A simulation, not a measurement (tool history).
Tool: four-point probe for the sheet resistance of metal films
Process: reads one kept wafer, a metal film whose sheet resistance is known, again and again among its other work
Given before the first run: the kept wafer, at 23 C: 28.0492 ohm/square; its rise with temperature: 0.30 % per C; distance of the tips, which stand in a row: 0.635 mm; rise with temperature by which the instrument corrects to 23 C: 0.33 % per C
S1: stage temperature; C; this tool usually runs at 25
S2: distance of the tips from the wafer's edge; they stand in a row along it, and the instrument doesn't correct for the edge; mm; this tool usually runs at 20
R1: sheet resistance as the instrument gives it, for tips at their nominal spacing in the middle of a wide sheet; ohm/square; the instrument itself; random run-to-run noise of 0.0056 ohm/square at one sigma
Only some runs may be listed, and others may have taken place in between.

run,hour,S1,S2,R1
1,0.0,25,20,28.107795
2,82.3,25,20,28.128091
3,166.0,25,20,28.132224
4,223.5,19,20,28.202731
5,290.8,25,12,28.166968
6,364.9,25,20,28.154567
7,455.2,25,20,28.168862
8,505.9,25,24,28.176039
9,552.1,25,24,28.182176
10,635.7,25,24,28.198546
11,719.5,25,20,28.221640
12,766.1,25,3,28.873153
13,823.7,25,3,28.886236
14,869.2,25,20,28.236442
15,930.4,25,20,28.247579
16,1019.2,24,20,28.270431
17,1070.9,24,20,28.261870
# hour 1116.8: stage's thermometer calibrated
18,1143.0,24,20,28.325053
19,1205.8,24,20,28.336707
20,1262.6,24,20,28.348287
21,1314.6,24,20,28.348733
22,1360.5,24,20,28.358228
23,1432.4,31,53,28.290323
24,1488.0,32,20,28.299343
25,1535.3,26,3,29.020181
26,1607.3,30,75,28.318786
27,1695.0,25,11,28.430165
28,1745.2,34,40,28.311493
29,1819.5,27,25,28.399245
# hour 1877.1: new probe head fitted
30,1888.1,25,16,28.108886
31,1977.4,29,21,28.076375
32,2061.8,22,7,28.264831
33,2161.7,19,38,28.195797
34,2240.2,23,46,28.157011
35,2290.2,22,19,28.195060
36,2356.9,20,9,28.273711
37,2445.1,26,20,28.193588
38,2498.1,26,20,28.182428
39,2560.9,21,4,28.595537
40,2622.2,18,14,28.288327
41,2689.4,18,14,28.310846
42,2774.9,18,14,28.314090
43,2843.7,33,57,28.155354
44,2931.2,29,12,28.243585

Measured minus without-hidden-state, run by run (identical run-to-run variation in each term; gauge scatter may differ):
Hidden state at play: inner tips' distance over the nominal, %; tips' flats over new ones', %; wafer's true temperature over the reading, C; drift of the gauge itself on sheet_ohm, %.
run,R1
1,+0.060829
2,+0.072398
3,+0.085596
4,+0.092736
5,+0.103715
6,+0.114401
7,+0.129411
8,+0.137309
9,+0.144544
10,+0.155659
11,+0.167563
12,+0.178734
13,+0.187481
14,+0.190372
15,+0.199322
16,+0.212300
17,+0.219466
18,+0.276071
19,+0.285748
20,+0.293950
21,+0.300769
22,+0.307743
23,+0.317176
24,+0.324910
25,+0.339198
26,+0.341310
27,+0.356184
28,+0.362737
29,+0.374457
30,+0.057211
31,+0.070717
32,+0.083517
33,+0.097569
34,+0.109122
35,+0.116787
36,+0.127149
37,+0.141151
38,+0.148103
39,+0.158732
40,+0.165807
41,+0.177736
42,+0.191706
43,+0.202411
44,+0.215988
